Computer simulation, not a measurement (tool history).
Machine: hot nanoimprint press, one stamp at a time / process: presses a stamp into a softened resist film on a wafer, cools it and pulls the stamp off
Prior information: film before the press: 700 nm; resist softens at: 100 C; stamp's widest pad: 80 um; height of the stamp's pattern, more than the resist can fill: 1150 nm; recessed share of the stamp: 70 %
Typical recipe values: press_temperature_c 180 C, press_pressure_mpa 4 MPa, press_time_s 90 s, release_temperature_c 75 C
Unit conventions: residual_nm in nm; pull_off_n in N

Run 1, hour 0: usual settings. Result: residual_nm 362.9 nm, pull_off_n 123 N.
Run 2, hour 20.8: usual settings. Result: residual_nm 362 nm, pull_off_n 124 N.
Run 3, hour 33.3: usual settings but press_pressure_mpa 3.8 MPa. Result: residual_nm 369.9 nm, pull_off_n 120 N.
Run 4, hour 43.1: usual settings but press_pressure_mpa 3.8 MPa. Result: residual_nm 371.4 nm, pull_off_n 120 N.
Run 5, hour 58.2: usual settings but press_pressure_mpa 3.8 MPa. Result: residual_nm 370.3 nm, pull_off_n 124 N.
Run 6, hour 73.6: usual settings but press_pressure_mpa 3.8 MPa, release_temperature_c 74 C. Result: residual_nm 374.1 nm, pull_off_n 127 N.
Run 7, hour 85.9: usual settings but press_pressure_mpa 3.8 MPa, release_temperature_c 74 C. Result: residual_nm 370.1 nm, pull_off_n 124 N.
Run 8, hour 103.5: usual settings. Result: residual_nm 364.4 nm, pull_off_n 121 N.
Run 9, hour 127.2: usual settings. Result: residual_nm 363.4 nm, pull_off_n 125 N.
Run 10, hour 143.2: usual settings. Result: residual_nm 366.9 nm, pull_off_n 125 N.
Run 11, hour 153.8: usual settings. Result: residual_nm 364.2 nm, pull_off_n 127 N.
Run 12, hour 173.3: usual settings. Result: residual_nm 367.6 nm, pull_off_n 127 N.
Run 13, hour 194: usual settings but press_temperature_c 188 C, press_pressure_mpa 3.97 MPa. Result: residual_nm 279 nm, pull_off_n 130 N.
At hour 222.6: stamp cleaned and given a new release coat.
Run 14, hour 222.6: usual settings but press_pressure_mpa 2.54 MPa, release_temperature_c 74 C. Result: residual_nm 437 nm, pull_off_n 123 N.
Run 15, hour 242.1: usual settings but press_pressure_mpa 2.58 MPa, release_temperature_c 74 C. Result: residual_nm 433.2 nm, pull_off_n 122 N.
Run 16, hour 252.9: usual settings but press_pressure_mpa 2.58 MPa, press_time_s 65 s, release_temperature_c 74 C. Result: residual_nm 478.7 nm, pull_off_n 123 N.
Run 17, hour 266.1: usual settings but press_time_s 100 s, release_temperature_c 80 C. Result: residual_nm 357.5 nm, pull_off_n 110 N.
Run 18, hour 282.7: usual settings but press_time_s 100 s, release_temperature_c 80 C. Result: residual_nm 353.7 nm, pull_off_n 112 N.
Run 19, hour 294.3: usual settings but press_temperature_c 181 C, press_pressure_mpa 3.59 MPa, press_time_s 144 s, release_temperature_c 62 C. Result: residual_nm 309.6 nm, pull_off_n 151 N.
Run 20, hour 304.9: usual settings but press_temperature_c 181 C, press_pressure_mpa 3.59 MPa, press_time_s 144 s, release_temperature_c 62 C. Result: residual_nm 315 nm, pull_off_n 149 N.
Run 21, hour 315.1: usual settings but press_pressure_mpa 3.54 MPa, release_temperature_c 68 C. Result: residual_nm 386.8 nm, pull_off_n 139 N.
Run 22, hour 330.3: usual settings but press_temperature_c 172 C, press_time_s 74 s. Result: residual_nm 506.9 nm, pull_off_n 123 N.
Run 23, hour 351.8: usual settings but press_temperature_c 172 C, press_time_s 74 s. Result: residual_nm 506.7 nm, pull_off_n 124 N.
At hour 361.5: plate thermocouple calibrated.
Run 24, hour 377.6: usual settings but press_temperature_c 174 C, press_pressure_mpa 4.24 MPa, press_time_s 136 s. Result: residual_nm 370 nm, pull_off_n 121 N.

4 ways to go on from here, each from the tool as it stands after run 24. What would each give?
Run A, hour 389.6: usual settings but press_temperature_c 182 C, press_pressure_mpa 4.24 MPa, press_time_s 54 s. Result: residual_nm ?, pull_off_n ?.
Run B, hour 389.6: usual settings but press_temperature_c 175 C, press_pressure_mpa 4.24 MPa, press_time_s 136 s, release_temperature_c 62 C. Result: residual_nm ?, pull_off_n ?.
Run C, hour 389.6: usual settings but press_temperature_c 174 C, press_pressure_mpa 4.04 MPa, press_time_s 124 s, release_temperature_c 79 C. Result: residual_nm ?, pull_off_n ?.
Run D, hour 389.6: usual settings but press_temperature_c 174 C, press_pressure_mpa 4.24 MPa, press_time_s 136 s, release_temperature_c 77 C. Result: residual_nm ?, pull_off_n ?.

run  residual_nm  pull_off_n
  A        389.4         124
  B        355.8         154
  C        388.5         115
  D        371.1         113
Without the tool's unlogged condition, the same runs would have read:
run  residual_nm  pull_off_n
  A        386.5         119
  B        353.1         148
  C        385.9         110
  D        368.4         108

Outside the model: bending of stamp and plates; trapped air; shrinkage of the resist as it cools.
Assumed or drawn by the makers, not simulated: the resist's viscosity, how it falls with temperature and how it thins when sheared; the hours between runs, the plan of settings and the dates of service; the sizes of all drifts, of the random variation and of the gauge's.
